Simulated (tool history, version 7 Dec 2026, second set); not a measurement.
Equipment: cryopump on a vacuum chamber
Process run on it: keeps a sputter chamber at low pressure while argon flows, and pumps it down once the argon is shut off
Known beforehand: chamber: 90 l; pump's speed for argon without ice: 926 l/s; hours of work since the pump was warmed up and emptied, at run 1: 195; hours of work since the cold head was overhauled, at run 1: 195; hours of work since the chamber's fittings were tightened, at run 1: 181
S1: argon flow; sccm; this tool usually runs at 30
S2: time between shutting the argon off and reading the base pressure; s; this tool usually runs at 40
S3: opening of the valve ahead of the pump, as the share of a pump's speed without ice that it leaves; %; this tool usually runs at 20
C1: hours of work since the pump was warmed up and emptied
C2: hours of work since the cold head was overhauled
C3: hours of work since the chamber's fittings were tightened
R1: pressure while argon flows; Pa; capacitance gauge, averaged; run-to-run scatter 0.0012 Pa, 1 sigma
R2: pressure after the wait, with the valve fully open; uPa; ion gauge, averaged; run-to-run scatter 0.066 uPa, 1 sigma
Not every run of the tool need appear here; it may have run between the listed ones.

{"run": 1, "day": 0.0, "S1": 30, "S2": 40, "S3": 20, "C1": 195, "C2": 195, "C3": 181, "R1": 0.2752, "R2": 4.36}
{"run": 2, "day": 0.312, "S1": 30, "S2": 40, "S3": 20, "C1": 201, "C2": 201, "C3": 186, "R1": 0.2775, "R2": 4.38}
{"run": 3, "day": 0.804, "S1": 30, "S2": 209, "S3": 20, "C1": 209, "C2": 209, "C3": 195, "R1": 0.2791, "R2": 1.25}
{"run": 4, "day": 1.183, "S1": 30, "S2": 209, "S3": 23, "C1": 216, "C2": 216, "C3": 201, "R1": 0.2415, "R2": 1.23}
{"run": 5, "day": 1.475, "S1": 26, "S2": 40, "S3": 20, "C1": 221, "C2": 221, "C3": 206, "R1": 0.2416, "R2": 4.28}
{"run": 6, "day": 1.996, "S1": 26, "S2": 40, "S3": 20, "C1": 230, "C2": 230, "C3": 215, "R1": 0.2407, "R2": 4.37}
{"run": 7, "day": 2.55, "S1": 26, "S2": 40, "S3": 20, "C1": 239, "C2": 239, "C3": 225, "R1": 0.242, "R2": 4.39}
{"run": 8, "day": 2.896, "S1": 26, "S2": 40, "S3": 20, "C1": 245, "C2": 245, "C3": 231, "R1": 0.2416, "R2": 4.3}
{"run": 9, "day": 3.179, "S1": 30, "S2": 40, "S3": 20, "C1": 250, "C2": 250, "C3": 236, "R1": 0.2797, "R2": 4.47}
{"run": 10, "day": 3.667, "S1": 31, "S2": 40, "S3": 20, "C1": 258, "C2": 258, "C3": 244, "R1": 0.2882, "R2": 4.4}
{"run": 11, "day": 4.188, "S1": 15, "S2": 40, "S3": 20, "C1": 267, "C2": 267, "C3": 253, "R1": 0.1398, "R2": 4.52}
{"run": 12, "day": 4.804, "S1": 15, "S2": 40, "S3": 20, "C1": 278, "C2": 278, "C3": 264, "R1": 0.1376, "R2": 4.45}
{"run": 13, "day": 5.183, "S1": 30, "S2": 96, "S3": 20, "C1": 284, "C2": 284, "C3": 270, "R1": 0.2762, "R2": 2.18}
{"run": 14, "day": 5.767, "S1": 30, "S2": 96, "S3": 20, "C1": 294, "C2": 294, "C3": 280, "R1": 0.2786, "R2": 2.1}
{"run": 15, "day": 6.2, "S1": 30, "S2": 96, "S3": 20, "C1": 302, "C2": 302, "C3": 288, "R1": 0.2793, "R2": 2.2}
{"run": 16, "day": 6.625, "S1": 53, "S2": 40, "S3": 20, "C1": 309, "C2": 309, "C3": 295, "R1": 0.4925, "R2": 4.48}
{"run": 17, "day": 7.117, "S1": 53, "S2": 40, "S3": 20, "C1": 318, "C2": 318, "C3": 303, "R1": 0.4888, "R2": 4.41}
{"run": 18, "day": 7.721, "S1": 53, "S2": 40, "S3": 20, "C1": 328, "C2": 328, "C3": 314, "R1": 0.4938, "R2": 4.47}
{"run": 19, "day": 8.175, "S1": 53, "S2": 40, "S3": 20, "C1": 336, "C2": 336, "C3": 322, "R1": 0.4923, "R2": 4.49}
{"run": 20, "day": 8.562, "S1": 53, "S2": 40, "S3": 20, "C1": 343, "C2": 343, "C3": 328, "R1": 0.4948, "R2": 4.54}
{"run": 21, "day": 9.146, "S1": 53, "S2": 40, "S3": 20, "C1": 353, "C2": 353, "C3": 338, "R1": 0.4909, "R2": 4.55}
{"run": 22, "day": 9.483, "S1": 53, "S2": 40, "S3": 20, "C1": 358, "C2": 358, "C3": 344, "R1": 0.4927, "R2": 4.34}
{"run": 23, "day": 10.046, "S1": 17, "S2": 22, "S3": 38, "C1": 368, "C2": 368, "C3": 354, "R1": 0.0852, "R2": 7.73}
{"run": 24, "day": 10.571, "S1": 17, "S2": 75, "S3": 29, "C1": 377, "C2": 377, "C3": 363, "R1": 0.1106, "R2": 2.69}
{"run": 25, "day": 11.129, "S1": 17, "S2": 75, "S3": 29, "C1": 387, "C2": 387, "C3": 372, "R1": 0.1108, "R2": 2.7}
{"run": 26, "day": 11.471, "S1": 17, "S2": 75, "S3": 29, "C1": 393, "C2": 393, "C3": 378, "R1": 0.1109, "R2": 2.66}
{"run": 27, "day": 12.092, "S1": 17, "S2": 75, "S3": 29, "C1": 403, "C2": 403, "C3": 389, "R1": 0.1102, "R2": 2.7}
{"run": 28, "day": 12.488, "S1": 29, "S2": 128, "S3": 39, "C1": 410, "C2": 410, "C3": 396, "R1": 0.1424, "R2": 1.84}
{"run": 29, "day": 13.062, "S1": 18, "S2": 40, "S3": 20, "C1": 420, "C2": 420, "C3": 406, "R1": 0.1683, "R2": 4.65}
{"run": 30, "day": 13.458, "S1": 13, "S2": 39, "S3": 18, "C1": 427, "C2": 427, "C3": 412, "R1": 0.1344, "R2": 4.5}
{"run": 31, "day": 14.038, "S1": 35, "S2": 27, "S3": 54, "C1": 437, "C2": 437, "C3": 422, "R1": 0.1268, "R2": 6.36}
{"run": 32, "day": 14.358, "S1": 35, "S2": 27, "S3": 54, "C1": 442, "C2": 442, "C3": 428, "R1": 0.1274, "R2": 6.4}
{"run": 33, "day": 14.946, "S1": 16, "S2": 40, "S3": 20, "C1": 452, "C2": 452, "C3": 438, "R1": 0.152, "R2": 4.53}
{"run": 34, "day": 15.333, "S1": 13, "S2": 40, "S3": 32, "C1": 459, "C2": 459, "C3": 445, "R1": 0.0777, "R2": 4.69}
{"run": 35, "day": 15.929, "S1": 47, "S2": 123, "S3": 19, "C1": 469, "C2": 469, "C3": 455, "R1": 0.4641, "R2": 1.96}

How would selected steps in R1 from run to run divide? Give the signed amount a tool lacking its hidden state would still show from settings, what came in and random variation, and the signed amount left for the hidden state, including any gauge scatter that is not in both of the compared results.
Hidden state present: pump's speed, % of a pump's without ice; cold plate's temperature, K; leak into the chamber, uPa l/s; drift of the gauge itself on working_pa, %; drift of the gauge itself on base_upa, %.
Run 15 -> 16: S1 30 -> 53, S2 96 -> 40. R1 +0.2132 Pa: hidden state +0.004, all else +0.2092.
Run 22 -> 23: S1 53 -> 17, S2 40 -> 22, S3 20 -> 38. R1 -0.4075 Pa: hidden state -0.0067, all else -0.4008.
Run 30 -> 31: S1 13 -> 35, S2 39 -> 27, S3 18 -> 54. R1 -0.0076 Pa: hidden state +0.0053, all else -0.0129.
Run 34 -> 35: S1 13 -> 47, S2 40 -> 123, S3 32 -> 19. R1 +0.3864 Pa: hidden state +0.0087, all else +0.3777.
